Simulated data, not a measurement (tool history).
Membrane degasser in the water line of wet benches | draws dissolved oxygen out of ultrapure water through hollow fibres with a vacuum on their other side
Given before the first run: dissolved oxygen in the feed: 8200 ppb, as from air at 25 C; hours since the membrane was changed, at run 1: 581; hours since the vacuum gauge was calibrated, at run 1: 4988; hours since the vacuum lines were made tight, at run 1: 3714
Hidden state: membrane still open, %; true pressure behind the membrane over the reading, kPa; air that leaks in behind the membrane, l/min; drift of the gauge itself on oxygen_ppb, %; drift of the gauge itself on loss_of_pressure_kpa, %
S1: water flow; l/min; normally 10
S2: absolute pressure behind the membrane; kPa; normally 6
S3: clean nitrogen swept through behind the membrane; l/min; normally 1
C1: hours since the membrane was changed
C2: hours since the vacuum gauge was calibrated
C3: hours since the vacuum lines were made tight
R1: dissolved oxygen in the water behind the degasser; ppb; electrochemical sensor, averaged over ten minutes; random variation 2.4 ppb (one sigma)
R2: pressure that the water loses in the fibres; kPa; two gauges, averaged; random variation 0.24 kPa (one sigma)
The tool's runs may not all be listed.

run,day,S1,S2,S3,C1,C2,C3,R1,R2
1,0,10,6,1,581,4988,3714,241.7,60.85
2,3.367,10,6,1,662,5069,3795,238.1,60.97
3,7.021,10,6,1.7,750,5156,3883,217.2,60.76
4,10.488,10,6,1.7,833,5240,3966,219.3,60.96
5,14.129,10,6,1,920,5327,4053,239.4,60.1
6,17.558,15,6,1,1003,5409,4136,560.5,90.94
7,19.954,15,6,1,1060,5467,4193,562.8,90.24
8,23.488,15,6,1,1145,5552,4278,558.5,90.42
9,26.125,15,7.95,2.66,1208,5615,4341,527.2,90.34
10,27.988,15,7.95,2.66,1253,5660,4386,539.9,90.57
11,30.342,10,7.95,1.99,1310,5716,4442,234.9,60.32
12,32.012,11,6,2.96,1350,5756,4483,255.5,65.91
13,34.796,10,6.91,1.88,1417,5823,4549,222.2,60.44
14,37.971,10,6.91,1.88,1493,5899,4626,224.9,60.46

What if the next run were any one of these 5? Each begins from the tool's condition after run 14:
A,40.283,9,4.96,0.45,1548,5955,4681,?,?
B,40.283,15,4.36,1.5,1548,5955,4681,?,?
C,40.283,10,9.21,0.53,1548,5955,4681,?,?
D,40.283,12,4.55,0.92,1548,5955,4681,?,?
E,40.283,10,4.69,0.7,1548,5955,4681,?,?

run,R1,R2
A,205.3,54.18
B,496.8,90.19
C,419.6,60.11
D,327.6,71.72
E,226.9,59.76
What these runs would have given with no unlogged condition in the tool:
run,R1,R2
A,204.8,54.85
B,496.4,91.3
C,418.9,60.85
D,327.1,72.6
E,226.4,60.5

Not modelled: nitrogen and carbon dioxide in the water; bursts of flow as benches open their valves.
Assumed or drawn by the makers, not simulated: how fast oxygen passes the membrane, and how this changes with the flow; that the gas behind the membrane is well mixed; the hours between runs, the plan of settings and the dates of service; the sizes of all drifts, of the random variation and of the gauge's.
